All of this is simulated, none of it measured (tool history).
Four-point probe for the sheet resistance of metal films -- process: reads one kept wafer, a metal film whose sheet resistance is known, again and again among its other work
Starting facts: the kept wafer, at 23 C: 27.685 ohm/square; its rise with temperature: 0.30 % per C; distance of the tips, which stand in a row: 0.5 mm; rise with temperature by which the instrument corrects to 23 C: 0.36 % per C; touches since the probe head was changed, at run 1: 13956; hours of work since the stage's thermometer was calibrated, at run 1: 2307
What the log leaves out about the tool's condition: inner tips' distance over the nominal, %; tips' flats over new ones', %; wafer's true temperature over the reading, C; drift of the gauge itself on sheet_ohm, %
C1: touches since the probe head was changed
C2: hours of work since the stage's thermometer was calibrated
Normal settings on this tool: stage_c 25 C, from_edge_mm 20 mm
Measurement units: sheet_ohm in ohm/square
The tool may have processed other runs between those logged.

run 1 day=0.000 | stage_c=25 from_edge_mm=20 | C1=13956 C2=2307 | sheet_ohm=27.599523
-- day=1.025 stage's thermometer calibrated
run 2 day=1.267 | stage_c=25 from_edge_mm=35 | C1=14318 C2=3 | sheet_ohm=27.573849
run 3 day=2.071 | stage_c=25 from_edge_mm=20 | C1=14551 C2=12 | sheet_ohm=27.573662
run 4 day=3.071 | stage_c=25 from_edge_mm=20 | C1=14841 C2=23 | sheet_ohm=27.574522
run 5 day=4.217 | stage_c=25 from_edge_mm=20 | C1=15174 C2=36 | sheet_ohm=27.573661
run 6 day=5.425 | stage_c=25 from_edge_mm=20 | C1=15524 C2=49 | sheet_ohm=27.580078
run 7 day=6.679 | stage_c=20 from_edge_mm=20 | C1=15888 C2=64 | sheet_ohm=27.664203
run 8 day=7.338 | stage_c=20 from_edge_mm=20 | C1=16079 C2=71 | sheet_ohm=27.672742
run 9 day=7.946 | stage_c=20 from_edge_mm=20 | C1=16256 C2=78 | sheet_ohm=27.663007
run 10 day=8.658 | stage_c=20 from_edge_mm=20 | C1=16462 C2=86 | sheet_ohm=27.667404
run 11 day=9.700 | stage_c=20 from_edge_mm=20 | C1=16765 C2=98 | sheet_ohm=27.664637
run 12 day=10.825 | stage_c=20 from_edge_mm=21 | C1=17092 C2=110 | sheet_ohm=27.674790
run 13 day=12.021 | stage_c=20 from_edge_mm=21 | C1=17438 C2=124 | sheet_ohm=27.668586
run 14 day=13.196 | stage_c=20 from_edge_mm=21 | C1=17778 C2=137 | sheet_ohm=27.667441
run 15 day=14.154 | stage_c=20 from_edge_mm=21 | C1=18057 C2=148 | sheet_ohm=27.665165
run 16 day=15.071 | stage_c=25 from_edge_mm=20 | C1=18323 C2=158 | sheet_ohm=27.577926
run 17 day=16.033 | stage_c=25 from_edge_mm=20 | C1=18603 C2=169 | sheet_ohm=27.580348
run 18 day=17.338 | stage_c=25 from_edge_mm=20 | C1=18981 C2=184 | sheet_ohm=27.578535
run 19 day=18.629 | stage_c=25 from_edge_mm=20 | C1=19355 C2=198 | sheet_ohm=27.589576
run 20 day=19.404 | stage_c=28 from_edge_mm=20 | C1=19581 C2=207 | sheet_ohm=27.529637
run 21 day=19.996 | stage_c=28 from_edge_mm=70 | C1=19753 C2=213 | sheet_ohm=27.523679
run 22 day=21.208 | stage_c=25 from_edge_mm=20 | C1=20104 C2=227 | sheet_ohm=27.569628
run 23 day=21.867 | stage_c=25 from_edge_mm=20 | C1=20295 C2=234 | sheet_ohm=27.585007
run 24 day=22.721 | stage_c=31 from_edge_mm=25 | C1=20543 C2=244 | sheet_ohm=27.475270
run 25 day=23.575 | stage_c=30 from_edge_mm=9 | C1=20791 C2=254 | sheet_ohm=27.525483
run 26 day=24.738 | stage_c=30 from_edge_mm=9 | C1=21128 C2=267 | sheet_ohm=27.542968
run 27 day=25.342 | stage_c=20 from_edge_mm=26 | C1=21303 C2=274 | sheet_ohm=27.667485
run 28 day=26.229 | stage_c=28 from_edge_mm=16 | C1=21560 C2=284 | sheet_ohm=27.539092
run 29 day=27.546 | stage_c=34 from_edge_mm=30 | C1=21943 C2=298 | sheet_ohm=27.425881
run 30 day=28.379 | stage_c=35 from_edge_mm=4 | C1=22184 C2=308 | sheet_ohm=27.625129
run 31 day=29.558 | stage_c=18 from_edge_mm=10 | C1=22526 C2=321 | sheet_ohm=27.751326
run 32 day=30.133 | stage_c=22 from_edge_mm=13 | C1=22694 C2=327 | sheet_ohm=27.656557
run 33 day=31.258 | stage_c=35 from_edge_mm=9 | C1=23020 C2=340 | sheet_ohm=27.448990
run 34 day=32.571 | stage_c=27 from_edge_mm=9 | C1=23400 C2=355 | sheet_ohm=27.597562
run 35 day=33.404 | stage_c=25 from_edge_mm=3 | C1=23643 C2=364 | sheet_ohm=27.998237
run 36 day=34.679 | stage_c=21 from_edge_mm=5 | C1=24013 C2=379 | sheet_ohm=27.799157

Run 37 is up next; what results do you expect?
run 37 day=35.450 | stage_c=25 from_edge_mm=54 | C1=24236 C2=387 | sheet_ohm=?

{"run 37": {"sheet_ohm": 27.579632}}
Take away the tool's hidden state, keep the run-to-run variation as it was, and the same run would have given sheet_ohm 27.645450 ohm/square.

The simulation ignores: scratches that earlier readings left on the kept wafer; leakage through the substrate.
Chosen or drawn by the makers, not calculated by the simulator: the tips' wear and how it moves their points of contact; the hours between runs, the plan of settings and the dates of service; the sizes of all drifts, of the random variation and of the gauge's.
